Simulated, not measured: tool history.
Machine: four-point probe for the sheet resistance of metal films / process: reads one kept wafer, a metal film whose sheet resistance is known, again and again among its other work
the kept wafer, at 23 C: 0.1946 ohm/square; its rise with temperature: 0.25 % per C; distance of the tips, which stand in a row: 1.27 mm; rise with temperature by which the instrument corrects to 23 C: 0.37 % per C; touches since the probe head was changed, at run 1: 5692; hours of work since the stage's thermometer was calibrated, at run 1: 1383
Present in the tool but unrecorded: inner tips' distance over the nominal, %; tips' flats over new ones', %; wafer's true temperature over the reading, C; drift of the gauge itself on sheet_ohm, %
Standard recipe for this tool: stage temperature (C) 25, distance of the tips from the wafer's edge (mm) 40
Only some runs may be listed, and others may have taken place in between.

run	hour	stage temperature (C)	distance of the tips from the wafer's edge (mm)	touches since the probe head was changed	hours of work since the stage's thermometer was calibrated	sheet resistance as the instrument gives it (ohm/square)
1	0.0	25	40	5692	1383	0.194217
2	55.8	25	40	8955	1422	0.194200
3	148.8	24	40	14393	1488	0.194457
4	210.8	25	26	18016	1531	0.194429
5	296.4	25	26	23018	1591	0.194418
# hour 358.9: stage's thermometer calibrated
6	385.9	25	26	28225	19	0.194436
7	472.3	25	7	33274	80	0.197629
8	562.4	25	50	38541	143	0.194245
9	644.0	25	40	43311	200	0.194245
10	722.6	25	40	47903	255	0.194247
11	783.8	25	40	51485	298	0.194244
12	861.4	25	40	56022	353	0.194245
13	903.8	25	40	58498	382	0.194276
14	970.8	20	40	62414	429	0.195365
15	1039.3	20	40	66421	477	0.195356
16	1101.2	20	40	70040	521	0.195417
17	1170.6	25	40	74098	569	0.194283
18	1231.2	25	40	77641	612	0.194319
19	1279.6	25	44	80468	646	0.194269

The next listed run, before its measurement:
20	1341.3	25	44	84076	689	?

{"run 20": {"sheet resistance as the instrument gives it (ohm/square)": 0.194211}}
Take away the tool's hidden state, keep the run-to-run variation as it was, and the same run would have given sheet resistance as the instrument gives it (ohm/square) 0.194195.

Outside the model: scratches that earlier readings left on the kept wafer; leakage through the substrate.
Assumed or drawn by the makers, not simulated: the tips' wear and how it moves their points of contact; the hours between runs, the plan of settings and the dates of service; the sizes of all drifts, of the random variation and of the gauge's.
